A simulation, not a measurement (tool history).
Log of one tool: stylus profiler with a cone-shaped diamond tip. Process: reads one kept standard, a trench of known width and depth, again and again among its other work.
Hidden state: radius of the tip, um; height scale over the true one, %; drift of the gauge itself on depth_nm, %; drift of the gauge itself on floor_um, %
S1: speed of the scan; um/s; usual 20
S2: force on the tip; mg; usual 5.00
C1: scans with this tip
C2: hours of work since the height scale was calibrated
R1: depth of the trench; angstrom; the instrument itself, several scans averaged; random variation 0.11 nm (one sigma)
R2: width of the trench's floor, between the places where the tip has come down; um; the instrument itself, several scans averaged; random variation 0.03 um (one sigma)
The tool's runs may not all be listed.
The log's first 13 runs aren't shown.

{"day": 5.808, "done": "new tip fitted, height scale calibrated"}
{"run": 14, "day": 6.204, "S1": 20, "S2": 3.19, "C1": 72, "C2": 7, "R1": 2038.7, "R2": 98.16}
{"run": 15, "day": 6.517, "S1": 20, "S2": 3.62, "C1": 129, "C2": 13, "R1": 2038.2, "R2": 98.22}
{"run": 16, "day": 6.812, "S1": 20, "S2": 5.0, "C1": 183, "C2": 19, "R1": 2048.7, "R2": 98.26}
{"run": 17, "day": 7.196, "S1": 20, "S2": 6.62, "C1": 253, "C2": 26, "R1": 2059.3, "R2": 98.2}
{"run": 18, "day": 7.912, "S1": 20, "S2": 6.62, "C1": 383, "C2": 40, "R1": 2057.6, "R2": 98.13}
{"run": 19, "day": 8.483, "S1": 33, "S2": 5.0, "C1": 487, "C2": 51, "R1": 2047.5, "R2": 98.06}
{"run": 20, "day": 8.808, "S1": 11, "S2": 8.76, "C1": 546, "C2": 57, "R1": 2070.9, "R2": 98.23}
{"run": 21, "day": 9.121, "S1": 7, "S2": 12.52, "C1": 603, "C2": 63, "R1": 2088.8, "R2": 98.22}
{"run": 22, "day": 9.796, "S1": 45, "S2": 9.84, "C1": 726, "C2": 75, "R1": 2076.8, "R2": 98.03}
{"run": 23, "day": 10.404, "S1": 20, "S2": 6.86, "C1": 837, "C2": 87, "R1": 2059.5, "R2": 98.11}
{"run": 24, "day": 11.079, "S1": 9, "S2": 4.51, "C1": 960, "C2": 100, "R1": 2047.0, "R2": 98.15}
{"run": 25, "day": 11.621, "S1": 41, "S2": 6.13, "C1": 1058, "C2": 110, "R1": 2055.0, "R2": 98.07}
{"run": 26, "day": 12.046, "S1": 41, "S2": 6.13, "C1": 1135, "C2": 118, "R1": 2055.5, "R2": 98.08}
{"run": 27, "day": 12.679, "S1": 15, "S2": 4.99, "C1": 1251, "C2": 130, "R1": 2050.5, "R2": 98.14}
{"run": 28, "day": 13.142, "S1": 15, "S2": 4.99, "C1": 1335, "C2": 139, "R1": 2048.2, "R2": 98.1}
{"run": 29, "day": 13.592, "S1": 15, "S2": 4.99, "C1": 1417, "C2": 147, "R1": 2049.5, "R2": 98.09}
{"run": 30, "day": 14.158, "S1": 7, "S2": 7.92, "C1": 1520, "C2": 158, "R1": 2066.5, "R2": 98.07}
{"run": 31, "day": 14.454, "S1": 52, "S2": 2.98, "C1": 1574, "C2": 163, "R1": 2035.2, "R2": 97.9}
{"run": 32, "day": 14.788, "S1": 24, "S2": 8.29, "C1": 1635, "C2": 170, "R1": 2069.2, "R2": 98.11}
{"run": 33, "day": 15.408, "S1": 50, "S2": 7.26, "C1": 1748, "C2": 181, "R1": 2064.0, "R2": 98.01}
{"run": 34, "day": 15.971, "S1": 40, "S2": 8.25, "C1": 1850, "C2": 192, "R1": 2067.6, "R2": 98.01}
{"run": 35, "day": 16.488, "S1": 25, "S2": 3.42, "C1": 1944, "C2": 202, "R1": 2039.5, "R2": 98.06}
{"run": 36, "day": 16.862, "S1": 25, "S2": 3.42, "C1": 2012, "C2": 209, "R1": 2038.5, "R2": 97.99}

5 ways to go on from here, each from the tool as it stands after run 36. What would each give?
{"run": "A", "day": 17.229, "S1": 34, "S2": 2.12, "C1": 2079, "C2": 216, "R1": "?", "R2": "?"}
{"run": "B", "day": 17.229, "S1": 18, "S2": 3.68, "C1": 2079, "C2": 216, "R1": "?", "R2": "?"}
{"run": "C", "day": 17.229, "S1": 12, "S2": 3.07, "C1": 2079, "C2": 216, "R1": "?", "R2": "?"}
{"run": "D", "day": 17.229, "S1": 24, "S2": 5.0, "C1": 2079, "C2": 216, "R1": "?", "R2": "?"}
{"run": "E", "day": 17.229, "S1": 29, "S2": 13.25, "C1": 2079, "C2": 216, "R1": "?", "R2": "?"}

run=A R1=2028.8 R2=97.89
run=B R1=2041.1 R2=97.98
run=C R1=2036.0 R2=98.01
run=D R1=2049.3 R2=98.03
run=E R1=2092.5 R2=98.03
Without the tool's hidden state the same runs would have given:
run=A R1=2026.9 R2=98.06
run=B R1=2039.2 R2=98.16
run=C R1=2034.1 R2=98.18
run=D R1=2047.4 R2=98.21
run=E R1=2090.5 R2=98.21
